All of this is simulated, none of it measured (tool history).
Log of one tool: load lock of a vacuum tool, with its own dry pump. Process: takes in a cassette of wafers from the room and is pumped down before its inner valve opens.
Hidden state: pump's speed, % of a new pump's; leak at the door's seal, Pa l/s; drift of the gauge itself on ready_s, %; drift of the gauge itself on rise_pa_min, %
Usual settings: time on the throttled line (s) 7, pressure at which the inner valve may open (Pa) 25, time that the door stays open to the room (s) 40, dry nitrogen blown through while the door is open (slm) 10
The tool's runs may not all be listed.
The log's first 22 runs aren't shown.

run,day,time on the throttled line (s),pressure at which the inner valve may open (Pa),time that the door stays open to the room (s),dry nitrogen blown through while the door is open (slm),hours that the pump has run since its overhaul,times that the door has closed on its seal,"incoming humidity of the room's air, %",time from the closed door until the inner valve may open (s),rise of the pressure with all valves shut (Pa/min)
23,143.942,4,26,40,8,15097,17637,44.4,14.9,0.188
24,148.271,4,31,40,36,15201,17833,49.4,15.1,0.170
25,156.829,4,31,40,36,15407,18220,45.3,14.6,0.166
26,163.367,4,31,40,36,15563,18515,47.9,14.5,0.176
27,167.021,7,39,40,10,15651,18680,45.6,16.2,0.188
28,172.804,7,25,40,11,15790,18941,44.2,17.0,0.195
29,177.508,7,25,40,11,15903,19154,44.9,17.5,0.197
30,185.300,7,25,40,11,16090,19506,43.0,17.9,0.199
31,192.088,7,25,40,11,16253,19812,44.6,16.8,0.209
32,199.908,7,25,40,11,16440,20166,41.2,16.9,0.205
33,204.508,5,37,51,11,16551,20374,44.1,15.2,0.223
34,209.817,5,24,33,11,16678,20613,42.7,16.0,0.205
35,213.512,8,25,59,8,16767,20780,46.4,17.5,0.233
36,221.554,6,25,82,10,16960,21144,44.3,16.4,0.261

Forecast each of these 4 alternatives for the next run:
A,227.012,7,25,40,15,17091,21390,43.6,?,?
B,227.012,9,25,82,5,17091,21390,45.6,?,?
C,227.012,6,41,90,10,17091,21390,43.5,?,?
D,227.012,6,38,47,10,17091,21390,42.0,?,?

run,time from the closed door until the inner valve may open (s),rise of the pressure with all valves shut (Pa/min)
A,17.3,0.216
B,18.5,0.259
C,15.4,0.256
D,16.2,0.224
Without the tool's hidden state the same runs would have given:
run,time from the closed door until the inner valve may open (s),rise of the pressure with all valves shut (Pa/min)
A,15.5,0.066
B,16.8,0.112
C,13.7,0.106
D,14.5,0.075
